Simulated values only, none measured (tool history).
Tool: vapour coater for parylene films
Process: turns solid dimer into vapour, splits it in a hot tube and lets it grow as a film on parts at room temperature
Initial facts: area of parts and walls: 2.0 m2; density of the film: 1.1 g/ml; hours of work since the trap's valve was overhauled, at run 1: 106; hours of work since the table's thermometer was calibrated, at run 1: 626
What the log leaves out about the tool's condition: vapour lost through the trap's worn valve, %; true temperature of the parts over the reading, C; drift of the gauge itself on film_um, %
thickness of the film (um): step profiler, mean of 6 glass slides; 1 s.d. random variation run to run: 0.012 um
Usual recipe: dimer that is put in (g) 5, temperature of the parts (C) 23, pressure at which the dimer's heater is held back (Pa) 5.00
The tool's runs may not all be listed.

run,hour,dimer that is put in (g),temperature of the parts (C),pressure at which the dimer's heater is held back (Pa),hours of work since the trap's valve was overhauled,hours of work since the table's thermometer was calibrated,thickness of the film (um)
1,0.0,5,23,5.00,106,626,1.78
2,41.5,5,23,5.00,135,655,1.78
3,72.6,5,23,7.01,157,677,1.62
4,102.8,5,23,7.01,179,698,1.62
5,167.3,8,23,5.00,224,743,2.84
6,212.4,5,20,5.00,256,775,1.91
7,273.8,5,20,5.00,299,818,1.90
8,317.5,5,20,5.00,330,849,1.91
# hour 376.8: trap's valve overhauled
9,378.9,5,23,5.00,2,889,1.77
10,430.5,5,23,5.00,38,926,1.75
11,465.5,2,23,5.00,62,950,0.71
12,503.9,2,23,5.00,89,977,0.69
13,543.9,5,23,5.00,118,1006,1.80
14,571.2,5,27,5.00,137,1025,1.58
15,618.0,6,23,5.00,170,1058,2.11
16,682.4,6,23,5.00,215,1103,2.13
17,726.7,6,23,5.00,246,1134,2.13
18,793.1,6,23,5.00,293,1181,2.10
19,842.7,3,29,5.00,328,1216,0.88
# hour 900.8: trap's valve overhauled
20,904.7,4,17,2.20,3,1257,1.78
21,934.5,4,17,2.20,24,1278,1.79
22,991.5,4,17,2.20,64,1318,1.77
23,1044.5,5,17,2.20,101,1355,2.23
24,1078.6,5,17,2.20,125,1379,2.22
25,1126.4,2,18,8.11,159,1413,0.72
26,1159.2,2,18,8.11,182,1436,0.70
27,1209.9,2,18,8.11,217,1471,0.71
28,1252.5,2,18,8.11,247,1501,0.72
29,1302.9,6,20,4.02,283,1537,2.43
30,1341.6,5,29,4.05,310,1564,1.59
31,1395.5,6,19,3.10,348,1602,2.63
# hour 1427.8: trap's valve overhauled
32,1460.1,4,18,9.81,23,1645,1.38
33,1498.8,4,18,9.81,50,1672,1.36
34,1526.7,4,26,9.81,70,1692,1.09

Alternative continuations, all from the tool just after run 34; predict every row:
A,1581.6,4,22,9.03,108,1730,?
B,1581.6,5,23,3.18,108,1730,?
C,1581.6,3,19,9.81,108,1730,?

run,thickness of the film (um)
A,1.27
B,1.99
C,0.99
With the hidden condition removed and each run's random variation left untouched, the same runs would have given:
run,thickness of the film (um)
A,1.27
B,1.99
C,0.99
